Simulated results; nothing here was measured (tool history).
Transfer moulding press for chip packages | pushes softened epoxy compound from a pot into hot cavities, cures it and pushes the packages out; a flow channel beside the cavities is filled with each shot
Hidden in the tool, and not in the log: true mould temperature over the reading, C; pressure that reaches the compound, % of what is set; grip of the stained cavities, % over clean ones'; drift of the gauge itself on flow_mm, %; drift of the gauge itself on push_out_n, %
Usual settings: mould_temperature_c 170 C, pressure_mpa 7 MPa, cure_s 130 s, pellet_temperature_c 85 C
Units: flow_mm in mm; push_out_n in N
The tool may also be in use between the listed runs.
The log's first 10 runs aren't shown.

| run | hour | mould_temperature_c | pressure_mpa | cure_s | pellet_temperature_c | hours of work since the mould's thermocouples were calibrated | shots since the plunger's rings were changed | shots since the cavities were cleaned | incoming compound's hours out of the cold store | flow_mm | push_out_n |
|---|---|---|---|---|---|---|---|---|---|---|---|
| 11 | 96.4 | 170 | 7 | 130 | 85 | 108 | 1474 | 147 | 27.1 | 793 | 514 |
| 12 | 107.1 | 170 | 7 | 130 | 85 | 113 | 1545 | 218 | 32.3 | 777 | 537 |
| 13 | 117.7 | 170 | 7 | 130 | 85 | 117 | 1614 | 287 | 27.3 | 787 | 542 |
| 14 | 130.1 | 170 | 7 | 130 | 85 | 123 | 1696 | 369 | 34.9 | 773 | 555 |
| 15 | 139.2 | 170 | 7 | 130 | 85 | 127 | 1756 | 429 | 35 | 771 | 605 |
|  | 148 | cavities cleaned with cleaning compound and waxed |
| 16 | 151.3 | 178 | 7 | 148 | 85 | 132 | 1826 | 22 | 39.3 | 740 | 431 |
| 17 | 163.8 | 176 | 6.19 | 130 | 92 | 137 | 1908 | 104 | 21.1 | 734 | 459 |
| 18 | 177.1 | 176 | 6.19 | 130 | 92 | 143 | 1995 | 191 | 17.2 | 738 | 502 |
| 19 | 188.1 | 175 | 5.2 | 130 | 85 | 148 | 2068 | 264 | 46.4 | 631 | 513 |
| 20 | 196.7 | 170 | 5.39 | 130 | 91 | 152 | 2125 | 321 | 22.1 | 700 | 561 |

Run 21 comes next. What will it give?
| 21 | 204.8 | 170 | 5.39 | 130 | 91 | 156 | 2178 | 374 | 29.2 | ? | ? |

flow_mm: 685 mm
push_out_n: 587 N
Without the tool's hidden state the same run would have given flow_mm 698 mm, push_out_n 448 N.
